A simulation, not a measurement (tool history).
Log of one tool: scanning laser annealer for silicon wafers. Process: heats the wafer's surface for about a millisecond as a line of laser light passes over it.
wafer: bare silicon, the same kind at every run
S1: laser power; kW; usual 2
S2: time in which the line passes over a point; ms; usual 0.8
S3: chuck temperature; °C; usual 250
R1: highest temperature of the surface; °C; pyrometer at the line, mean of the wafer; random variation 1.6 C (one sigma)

| run | hour | S1 | S2 | S3 | R1 |
|---|---|---|---|---|---|
| 1 | 0 | 2 | 0.8 | 250 | 932 |
| 2 | 13.7 | 2 | 0.8 | 250 | 935 |
| 3 | 28.3 | 2 | 0.8 | 250 | 933 |
| 4 | 47 | 2 | 0.8 | 250 | 930 |
| 5 | 55.1 | 2 | 0.8 | 250 | 930 |
| 6 | 71.2 | 2 | 0.8 | 250 | 926 |
| 7 | 84.7 | 2 | 0.833 | 250 | 948 |
| 8 | 99.8 | 2 | 0.833 | 250 | 944 |
| 9 | 108.3 | 2 | 0.833 | 250 | 943 |
| 10 | 117.8 | 2 | 0.833 | 250 | 942 |
| 11 | 136.4 | 2.117 | 0.833 | 250 | 998 |
| 12 | 152.4 | 2 | 0.8 | 250 | 930 |
| 13 | 170.1 | 2 | 0.8 | 250 | 927 |
| 14 | 186.6 | 2 | 0.8 | 227 | 906 |
| 15 | 197.3 | 2 | 0.574 | 250 | 825 |
| 16 | 209.3 | 2 | 0.574 | 250 | 826 |
| 17 | 226.8 | 2 | 0.638 | 250 | 856 |
| 18 | 241.9 | 2 | 0.8 | 250 | 926 |
| 19 | 258 | 2 | 0.8 | 250 | 926 |
| 20 | 274 | 2 | 0.8 | 250 | 928 |
| 21 | 288.1 | 2 | 0.8 | 250 | 925 |
| 22 | 298 | 2 | 0.8 | 229 | 905 |
| 23 | 307.8 | 2 | 0.666 | 264 | 880 |
| 24 | 320.5 | 2 | 0.594 | 259 | 842 |
| 25 | 334.5 | 1.733 | 0.594 | 277 | 760 |
| 26 | 346 | 2 | 0.648 | 250 | 859 |
|  | 350.5 | laser's power meter calibrated |
| 27 | 358.8 | 2 | 0.685 | 250 | 873 |
| 28 | 372.1 | 2 | 0.877 | 250 | 955 |
| 29 | 382.4 | 2 | 0.877 | 250 | 952 |
| 30 | 391.6 | 2 | 0.877 | 226 | 929 |
|  | 397.9 | laser's power meter calibrated, once more |
| 31 | 406.1 | 1.967 | 0.572 | 250 | 804 |
| 32 | 423.9 | 1.967 | 0.572 | 250 | 805 |
| 33 | 436.9 | 1.967 | 0.851 | 246 | 922 |
| 34 | 451.1 | 2.191 | 0.627 | 212 | 880 |
| 35 | 469.2 | 2.191 | 0.627 | 212 | 876 |
| 36 | 483.2 | 2 | 0.952 | 240 | 969 |
| 37 | 496.4 | 1.788 | 0.589 | 212 | 708 |
| 38 | 505 | 1.788 | 0.589 | 212 | 705 |
| 39 | 519.4 | 2 | 0.681 | 250 | 865 |
| 40 | 528.1 | 1.725 | 0.927 | 285 | 873 |

The same runs without the tool's hidden state, with the same run-to-run variation:
The hidden state here: light that passes the window, % of a clean one's; laser's true power over the reading, %; width of the line over the set one, %; drift of the gauge itself on peak_c, C.
| run | R1 |
|---|---|
| 1 | 956 |
| 2 | 959 |
| 3 | 957 |
| 4 | 955 |
| 5 | 956 |
| 6 | 952 |
| 7 | 974 |
| 8 | 971 |
| 9 | 970 |
| 10 | 969 |
| 11 | 1028 |
| 12 | 957 |
| 13 | 955 |
| 14 | 934 |
| 15 | 850 |
| 16 | 851 |
| 17 | 882 |
| 18 | 956 |
| 19 | 956 |
| 20 | 959 |
| 21 | 956 |
| 22 | 936 |
| 23 | 909 |
| 24 | 870 |
| 25 | 783 |
| 26 | 888 |
| 27 | 903 |
| 28 | 989 |
| 29 | 987 |
| 30 | 963 |
| 31 | 836 |
| 32 | 838 |
| 33 | 962 |
| 34 | 920 |
| 35 | 916 |
| 36 | 1013 |
| 37 | 739 |
| 38 | 736 |
| 39 | 903 |
| 40 | 910 |
